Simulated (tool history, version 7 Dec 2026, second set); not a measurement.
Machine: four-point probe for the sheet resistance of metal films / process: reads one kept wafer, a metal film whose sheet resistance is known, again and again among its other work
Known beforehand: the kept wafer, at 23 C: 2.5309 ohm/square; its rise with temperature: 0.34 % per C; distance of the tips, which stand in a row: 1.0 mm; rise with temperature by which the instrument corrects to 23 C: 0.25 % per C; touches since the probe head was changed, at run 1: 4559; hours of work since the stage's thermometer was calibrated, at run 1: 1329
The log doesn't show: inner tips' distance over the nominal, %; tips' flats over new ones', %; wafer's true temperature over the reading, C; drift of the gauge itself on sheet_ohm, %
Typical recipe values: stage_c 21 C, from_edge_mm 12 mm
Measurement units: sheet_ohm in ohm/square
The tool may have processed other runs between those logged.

run    day  stage_c  from_edge_mm  touches since the probe head was changed  hours of work since the stage's thermometer was calibrated  sheet_ohm
  1      0       21            12                                      4559                                                        1329   2.535871
  2  0.642       21            12                                      4822                                                        1340   2.536113
  3  1.429       31            12                                      5147                                                        1352   2.558765
  4    2.2       21            12                                      5463                                                        1364   2.535452
  5  3.046       21            12                                      5811                                                        1378   2.535152
  6  3.496       21            12                                      5995                                                        1385   2.535057
  7  4.117       21            12                                      6251                                                        1394   2.536336
  8  4.946       27            34                                      6590                                                        1407   2.541936
  9    5.6       30            27                                      6859                                                        1418   2.548459
 10  6.133       29            27                                      7079                                                        1426   2.546625
 11  6.833       35            51                                      7367                                                        1437   2.558096
 12  7.533       35            18                                      7654                                                        1448   2.562478

Alternative continuations, all from the tool just after run 12; predict every row:
  A  7.95       29            18                                      7824                                                        1455          ?
  B  7.95       32            18                                      7824                                                        1455          ?
  C  7.95       26            22                                      7824                                                        1455          ?

run  sheet_ohm
  A   2.548811
  B   2.555771
  C    2.54136
Had the tool no hidden state, the same runs would have come out as:
run  sheet_ohm
  A   2.548591
  B   2.555551
  C    2.54114
